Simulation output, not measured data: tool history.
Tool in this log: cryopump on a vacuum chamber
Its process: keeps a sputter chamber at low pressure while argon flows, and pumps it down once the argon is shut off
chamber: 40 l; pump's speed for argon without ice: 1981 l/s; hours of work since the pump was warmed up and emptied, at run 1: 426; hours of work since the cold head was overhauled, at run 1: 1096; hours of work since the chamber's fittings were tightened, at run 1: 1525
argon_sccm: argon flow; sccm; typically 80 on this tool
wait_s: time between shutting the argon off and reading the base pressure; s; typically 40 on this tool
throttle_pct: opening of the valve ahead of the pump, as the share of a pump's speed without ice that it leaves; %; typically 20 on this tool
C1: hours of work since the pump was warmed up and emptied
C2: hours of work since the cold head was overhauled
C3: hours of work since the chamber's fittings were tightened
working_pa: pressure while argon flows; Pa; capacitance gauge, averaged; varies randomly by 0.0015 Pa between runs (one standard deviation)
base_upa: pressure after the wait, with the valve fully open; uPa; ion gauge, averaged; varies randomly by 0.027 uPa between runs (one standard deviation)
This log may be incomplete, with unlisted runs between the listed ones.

Run 1, hour 0.0: usual settings; C1 426; C2 1096; C3 1525. Result: working_pa 0.3486 Pa, base_upa 2.80 uPa.
Run 2, hour 55.8: usual settings but throttle_pct 38 %; C1 454; C2 1123; C3 1553. Result: working_pa 0.1888 Pa, base_upa 2.81 uPa.
Run 3, hour 98.8: usual settings; C1 475; C2 1145; C3 1574. Result: working_pa 0.3504 Pa, base_upa 2.82 uPa.
Run 4, hour 167.4: usual settings; C1 509; C2 1179; C3 1608. Result: working_pa 0.3479 Pa, base_upa 2.86 uPa.
Run 5, hour 213.1: usual settings; C1 532; C2 1201; C3 1631. Result: working_pa 0.3547 Pa, base_upa 2.92 uPa.
Run 6, hour 274.7: usual settings but wait_s 90 s; C1 562; C2 1232; C3 1661. Result: working_pa 0.3531 Pa, base_upa 2.46 uPa.
Run 7, hour 313.4: usual settings but wait_s 90 s; C1 581; C2 1251; C3 1680. Result: working_pa 0.3512 Pa, base_upa 2.49 uPa.
Run 8, hour 355.0: usual settings; C1 602; C2 1272; C3 1701. Result: working_pa 0.3549 Pa, base_upa 3.08 uPa.
Run 9, hour 425.8: usual settings; C1 637; C2 1307; C3 1736. Result: working_pa 0.3537 Pa, base_upa 3.07 uPa.
At hour 454.1: pump warmed up, emptied and cooled again.
Run 10, hour 476.2: usual settings but wait_s 56 s; C1 11; C2 1329; C3 1759. Result: working_pa 0.3410 Pa, base_upa 2.55 uPa.
Run 11, hour 522.8: usual settings but wait_s 56 s; C1 34; C2 1352; C3 1782. Result: working_pa 0.3437 Pa, base_upa 2.69 uPa.
Run 12, hour 584.2: usual settings but wait_s 56 s; C1 65; C2 1383; C3 1812. Result: working_pa 0.3438 Pa, base_upa 2.56 uPa.
Run 13, hour 624.3: usual settings but wait_s 56 s; C1 84; C2 1403; C3 1832. Result: working_pa 0.3460 Pa, base_upa 2.64 uPa.
Run 14, hour 689.9: usual settings but argon_sccm 56 sccm; C1 117; C2 1435; C3 1865. Result: working_pa 0.2434 Pa, base_upa 2.98 uPa.
Run 15, hour 730.0: usual settings but argon_sccm 56 sccm; C1 137; C2 1455; C3 1885. Result: working_pa 0.2411 Pa, base_upa 2.97 uPa.
Run 16, hour 780.7: usual settings but argon_sccm 56 sccm; C1 162; C2 1480; C3 1910. Result: working_pa 0.2408 Pa, base_upa 3.15 uPa.
Run 17, hour 813.0: usual settings; C1 178; C2 1496; C3 1926. Result: working_pa 0.3471 Pa, base_upa 3.06 uPa.
Run 18, hour 847.2: usual settings but argon_sccm 42 sccm, wait_s 242 s, throttle_pct 24 %; C1 195; C2 1513; C3 1943. Result: working_pa 0.1524 Pa, base_upa 2.25 uPa.
Run 19, hour 902.5: usual settings but argon_sccm 112 sccm, wait_s 43 s, throttle_pct 27 %; C1 222; C2 1541; C3 1970. Result: working_pa 0.3598 Pa, base_upa 3.13 uPa.
Run 20, hour 949.9: usual settings but argon_sccm 112 sccm, wait_s 43 s, throttle_pct 27 %; C1 246; C2 1564; C3 1994. Result: working_pa 0.3612 Pa, base_upa 3.13 uPa.
Run 21, hour 1000.2: usual settings but argon_sccm 112 sccm, wait_s 43 s, throttle_pct 60 %; C1 271; C2 1589; C3 2019. Result: working_pa 0.1693 Pa, base_upa 3.21 uPa.
Run 22, hour 1038.7: usual settings but argon_sccm 54 sccm, wait_s 191 s, throttle_pct 23 %; C1 290; C2 1608; C3 2038. Result: working_pa 0.2053 Pa, base_upa 2.52 uPa.
At hour 1048.5: leaking fittings of the chamber tightened, without venting.
Run 23, hour 1091.2: usual settings but argon_sccm 54 sccm, wait_s 191 s, throttle_pct 23 %; C1 315; C2 1633; C3 21. Result: working_pa 0.2055 Pa, base_upa 0.46 uPa.
Run 24, hour 1142.9: usual settings but argon_sccm 54 sccm, wait_s 191 s, throttle_pct 23 %; C1 341; C2 1659; C3 47. Result: working_pa 0.2052 Pa, base_upa 0.45 uPa.
Run 25, hour 1210.7: usual settings but argon_sccm 132 sccm, wait_s 21 s, throttle_pct 48 %; C1 374; C2 1693; C3 80. Result: working_pa 0.2473 Pa, base_upa 2.21 uPa.
Run 26, hour 1246.2: usual settings but argon_sccm 33 sccm, wait_s 21 s, throttle_pct 23 %; C1 392; C2 1710; C3 98. Result: working_pa 0.1260 Pa, base_upa 2.31 uPa.
Run 27, hour 1283.1: usual settings but argon_sccm 86 sccm, wait_s 71 s; C1 410; C2 1729; C3 116. Result: working_pa 0.3786 Pa, base_upa 0.94 uPa.
Run 28, hour 1327.9: usual settings but argon_sccm 56 sccm, wait_s 28 s, throttle_pct 18 %; C1 432; C2 1751; C3 139. Result: working_pa 0.2726 Pa, base_upa 1.82 uPa.
Run 29, hour 1382.1: usual settings but argon_sccm 89 sccm, wait_s 45 s, throttle_pct 25 %; C1 459; C2 1778; C3 166. Result: working_pa 0.3150 Pa, base_upa 1.25 uPa.
Run 30, hour 1445.9: usual settings but argon_sccm 76 sccm; C1 491; C2 1809; C3 197. Result: working_pa 0.3358 Pa, base_upa 1.44 uPa.
Run 31, hour 1481.7: usual settings but throttle_pct 40 %; C1 509; C2 1827; C3 215. Result: working_pa 0.1826 Pa, base_upa 1.47 uPa.
Run 32, hour 1547.4: usual settings but argon_sccm 63 sccm, wait_s 292 s, throttle_pct 16 %; C1 541; C2 1860; C3 247. Result: working_pa 0.3471 Pa, base_upa 0.64 uPa.
Run 33, hour 1607.0: usual settings but argon_sccm 76 sccm, wait_s 56 s, throttle_pct 30 %; C1 571; C2 1889; C3 277. Result: working_pa 0.2292 Pa, base_upa 1.24 uPa.

Alternative continuations, all from the tool just after run 33; predict every row:
Run A, hour 1673.8: usual settings but argon_sccm 57 sccm, wait_s 56 s, throttle_pct 30 %; C1 604; C2 1922; C3 310. Result: working_pa ?, base_upa ?.
Run B, hour 1673.8: usual settings but argon_sccm 76 sccm, wait_s 56 s; C1 604; C2 1922; C3 310. Result: working_pa ?, base_upa ?.
Run C, hour 1673.8: usual settings but argon_sccm 69 sccm, wait_s 56 s, throttle_pct 18 %; C1 604; C2 1922; C3 310. Result: working_pa ?, base_upa ?.

run  working_pa  base_upa
  A      0.1718      1.33
  B      0.3392      1.28
  C      0.3416      1.36
Had the tool no hidden state, the same runs would have come out as:
run  working_pa  base_upa
  A      0.1616      0.91
  B      0.3255      0.87
  C      0.3291      0.93

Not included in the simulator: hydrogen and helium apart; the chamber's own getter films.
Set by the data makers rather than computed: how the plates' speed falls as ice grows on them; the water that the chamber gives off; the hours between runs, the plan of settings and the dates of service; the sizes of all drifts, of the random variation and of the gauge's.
